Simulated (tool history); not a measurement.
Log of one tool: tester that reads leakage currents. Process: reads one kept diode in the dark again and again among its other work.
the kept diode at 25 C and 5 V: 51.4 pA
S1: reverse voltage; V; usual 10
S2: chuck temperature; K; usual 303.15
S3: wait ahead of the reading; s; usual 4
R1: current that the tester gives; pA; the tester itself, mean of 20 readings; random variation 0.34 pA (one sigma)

| run | hour | S1 | S2 | S3 | R1 |
|---|---|---|---|---|---|
| 1 | 0 | 10 | 303.15 | 4 | 129.45 |
| 2 | 18.4 | 10 | 303.15 | 4 | 130.7 |
| 3 | 36.9 | 10 | 303.15 | 4 | 130.66 |
| 4 | 68.8 | 10 | 303.15 | 4 | 130.71 |
| 5 | 100.9 | 10 | 303.15 | 4 | 130.61 |
| 6 | 118.6 | 10 | 303.15 | 4 | 130.77 |
| 7 | 148.2 | 10 | 303.15 | 4 | 131.23 |
| 8 | 176.5 | 10 | 303.15 | 4 | 131.03 |
| 9 | 206.6 | 10 | 303.15 | 4 | 130.98 |
| 10 | 232.6 | 10 | 314.15 | 4 | 310.33 |
| 11 | 265.2 | 3.2 | 314.15 | 4 | 174.2 |
| 12 | 294 | 3.9 | 303.15 | 4 | 79.61 |
| 13 | 321.2 | 1.1 | 303.15 | 4 | 41.74 |
| 14 | 338.3 | 1.7 | 297.15 | 0.93 | 31.74 |
| 15 | 359.7 | 1.7 | 297.15 | 0.93 | 31.64 |
| 16 | 381.7 | 1.7 | 297.15 | 0.93 | 31.81 |
| 17 | 396.3 | 13.6 | 307.15 | 9.23 | 213.04 |
|  | 400.5 | tester calibrated |
| 18 | 427.2 | 9.6 | 303.15 | 9.28 | 130.45 |
| 19 | 454 | 6 | 309.15 | 3.36 | 162.74 |
| 20 | 477.3 | 1.7 | 309.15 | 3.36 | 85.45 |
| 21 | 503 | 1.7 | 309.15 | 3.36 | 85.01 |
| 22 | 525.1 | 2.2 | 296.15 | 4 | 33.51 |
| 23 | 542.5 | 6 | 303.15 | 6.25 | 100.7 |
| 24 | 566 | 14.4 | 307.15 | 4 | 221.36 |
|  | 590.5 | tester calibrated, once more |
| 25 | 595.2 | 3.9 | 300.15 | 2.6 | 63.21 |

Run 26 comes next. What will it give?
| 26 | 627.6 | 3.9 | 300.15 | 2.6 | ? |

{"run 26": {"R1": 63.4}}
Without the tool's hidden state the same run would have given R1 54.74 pA.

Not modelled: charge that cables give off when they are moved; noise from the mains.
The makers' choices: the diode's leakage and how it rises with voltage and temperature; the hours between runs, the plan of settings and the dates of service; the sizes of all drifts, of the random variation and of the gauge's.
